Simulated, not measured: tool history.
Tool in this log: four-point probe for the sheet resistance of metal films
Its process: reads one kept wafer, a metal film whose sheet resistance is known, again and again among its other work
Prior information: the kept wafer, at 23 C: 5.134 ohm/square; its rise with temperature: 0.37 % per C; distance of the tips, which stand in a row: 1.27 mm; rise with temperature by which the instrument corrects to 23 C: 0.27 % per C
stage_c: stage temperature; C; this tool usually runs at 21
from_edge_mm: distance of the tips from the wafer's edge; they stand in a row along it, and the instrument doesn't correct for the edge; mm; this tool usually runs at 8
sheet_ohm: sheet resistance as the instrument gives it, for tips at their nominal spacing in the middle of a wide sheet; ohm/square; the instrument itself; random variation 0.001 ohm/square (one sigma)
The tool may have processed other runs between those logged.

{"run": 1, "hour": 0.0, "stage_c": 21, "from_edge_mm": 8, "sheet_ohm": 5.191788}
{"run": 2, "hour": 47.5, "stage_c": 21, "from_edge_mm": 17, "sheet_ohm": 5.14056}
{"run": 3, "hour": 110.0, "stage_c": 21, "from_edge_mm": 17, "sheet_ohm": 5.142307}
{"run": 4, "hour": 211.8, "stage_c": 21, "from_edge_mm": 17, "sheet_ohm": 5.144178}
{"run": 5, "hour": 277.9, "stage_c": 21, "from_edge_mm": 67, "sheet_ohm": 5.131799}
{"run": 6, "hour": 338.3, "stage_c": 21, "from_edge_mm": 67, "sheet_ohm": 5.13298}
{"run": 7, "hour": 396.1, "stage_c": 21, "from_edge_mm": 67, "sheet_ohm": 5.136047}
{"run": 8, "hour": 465.8, "stage_c": 21, "from_edge_mm": 67, "sheet_ohm": 5.136345}
{"run": 9, "hour": 550.2, "stage_c": 21, "from_edge_mm": 67, "sheet_ohm": 5.137333}
{"run": 10, "hour": 605.0, "stage_c": 21, "from_edge_mm": 70, "sheet_ohm": 5.139764}
{"run": 11, "hour": 669.8, "stage_c": 21, "from_edge_mm": 4, "sheet_ohm": 5.405188}
{"run": 12, "hour": 732.8, "stage_c": 21, "from_edge_mm": 4, "sheet_ohm": 5.404363}
{"run": 13, "hour": 823.9, "stage_c": 21, "from_edge_mm": 4, "sheet_ohm": 5.409417}
{"run": 14, "hour": 873.1, "stage_c": 20, "from_edge_mm": 8, "sheet_ohm": 5.206754}
{"run": 15, "hour": 919.6, "stage_c": 20, "from_edge_mm": 3, "sheet_ohm": 5.588973}
{"run": 16, "hour": 1008.0, "stage_c": 20, "from_edge_mm": 3, "sheet_ohm": 5.592996}
{"run": 17, "hour": 1056.7, "stage_c": 20, "from_edge_mm": 3, "sheet_ohm": 5.592223}
{"run": 18, "hour": 1146.6, "stage_c": 21, "from_edge_mm": 5, "sheet_ohm": 5.326305}
{"run": 19, "hour": 1191.2, "stage_c": 21, "from_edge_mm": 5, "sheet_ohm": 5.32746}
{"run": 20, "hour": 1290.8, "stage_c": 21, "from_edge_mm": 5, "sheet_ohm": 5.330221}
{"run": 21, "hour": 1339.3, "stage_c": 33, "from_edge_mm": 52, "sheet_ohm": 5.215443}
{"hour": 1347.4, "done": "stage's thermometer calibrated"}
{"run": 22, "hour": 1412.5, "stage_c": 21, "from_edge_mm": 4, "sheet_ohm": 5.425979}
{"run": 23, "hour": 1516.4, "stage_c": 20, "from_edge_mm": 71, "sheet_ohm": 5.159817}
{"run": 24, "hour": 1602.7, "stage_c": 20, "from_edge_mm": 71, "sheet_ohm": 5.163451}
{"run": 25, "hour": 1682.9, "stage_c": 30, "from_edge_mm": 13, "sheet_ohm": 5.240991}
{"hour": 1775.8, "done": "stage's thermometer calibrated, once more"}
{"run": 26, "hour": 1775.8, "stage_c": 30, "from_edge_mm": 13, "sheet_ohm": 5.224664}
{"run": 27, "hour": 1852.1, "stage_c": 27, "from_edge_mm": 46, "sheet_ohm": 5.187502}
{"run": 28, "hour": 1920.8, "stage_c": 27, "from_edge_mm": 46, "sheet_ohm": 5.191468}
{"run": 29, "hour": 2002.1, "stage_c": 27, "from_edge_mm": 46, "sheet_ohm": 5.192158}
{"run": 30, "hour": 2096.8, "stage_c": 21, "from_edge_mm": 11, "sheet_ohm": 5.200572}
{"run": 31, "hour": 2141.8, "stage_c": 34, "from_edge_mm": 65, "sheet_ohm": 5.229491}

Here are 4 independent what-if runs from the current tool condition. What would each one return?
{"run": "A", "hour": 2190.6, "stage_c": 22, "from_edge_mm": 8, "sheet_ohm": "?"}
{"run": "B", "hour": 2190.6, "stage_c": 21, "from_edge_mm": 20, "sheet_ohm": "?"}
{"run": "C", "hour": 2190.6, "stage_c": 19, "from_edge_mm": 65, "sheet_ohm": "?"}
{"run": "D", "hour": 2190.6, "stage_c": 30, "from_edge_mm": 61, "sheet_ohm": "?"}

run=A sheet_ohm=5.239388
run=B sheet_ohm=5.17708
run=C sheet_ohm=5.156183
run=D sheet_ohm=5.21108
With no hidden state in the tool, these same runs would have given:
run=A sheet_ohm=5.197471
run=B sheet_ohm=5.135623
run=C sheet_ohm=5.114882
run=D sheet_ohm=5.169372
